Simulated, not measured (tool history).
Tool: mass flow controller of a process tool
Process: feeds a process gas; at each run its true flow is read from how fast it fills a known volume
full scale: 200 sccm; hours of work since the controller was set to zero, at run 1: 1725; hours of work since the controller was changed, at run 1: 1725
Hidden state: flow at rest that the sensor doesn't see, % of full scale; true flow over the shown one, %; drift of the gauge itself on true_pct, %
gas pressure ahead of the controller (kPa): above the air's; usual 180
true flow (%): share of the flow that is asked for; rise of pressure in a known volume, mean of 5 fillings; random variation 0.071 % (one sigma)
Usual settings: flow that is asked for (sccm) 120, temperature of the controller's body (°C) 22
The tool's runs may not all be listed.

run	hour	flow that is asked for (sccm)	gas pressure ahead of the controller (kPa)	temperature of the controller's body (°C)	hours of work since the controller was set to zero	hours of work since the controller was changed	true flow (%)
1	0	120	180	22	1725	1725	98.93
2	95.1	120	180	22	1780	1780	99.07
3	146.7	120	180	22	1810	1810	99.2
4	210	120	180	22	1846	1846	99.23
5	259.9	120	220	22	1875	1875	98.95
6	333.4	120	180	22	1918	1918	99.05
7	421.3	120	244	22	1969	1969	98.95
8	529.9	120	244	22	2032	2032	98.84
9	619.9	120	244	22	2084	2084	98.78
10	682.8	120	244	22	2120	2120	98.81
11	730.4	120	244	22	2148	2148	98.68
12	777.6	120	180	22	2175	2175	98.93
13	862.9	120	180	22	2225	2225	98.85
14	945.9	120	180	39	2273	2273	100.32
15	1003	120	161	22	2306	2306	98.95
16	1063.8	120	161	22	2341	2341	99.11
17	1129.8	120	161	22	2379	2379	98.83
18	1195.4	120	161	22	2417	2417	98.97
19	1260.2	120	161	22	2455	2455	98.98
20	1313.6	120	161	22	2486	2486	98.81
21	1416.1	120	180	22	2545	2545	98.82
22	1485.5	120	180	22	2585	2585	98.78
23	1555.5	120	276	22	2626	2626	98.4
24	1644.2	97	180	22	2677	2677	98.69
25	1721.5	48	196	22	2722	2722	98.8
26	1796.5	60	247	28	2766	2766	99.03

The next listed run, before its measurement:
27	1889	149	180	22	2819	2819	?

{"run 27": {"true flow (%)": 98.88}}
Without the tool's hidden state the same run would have given true flow (%) 99.75.

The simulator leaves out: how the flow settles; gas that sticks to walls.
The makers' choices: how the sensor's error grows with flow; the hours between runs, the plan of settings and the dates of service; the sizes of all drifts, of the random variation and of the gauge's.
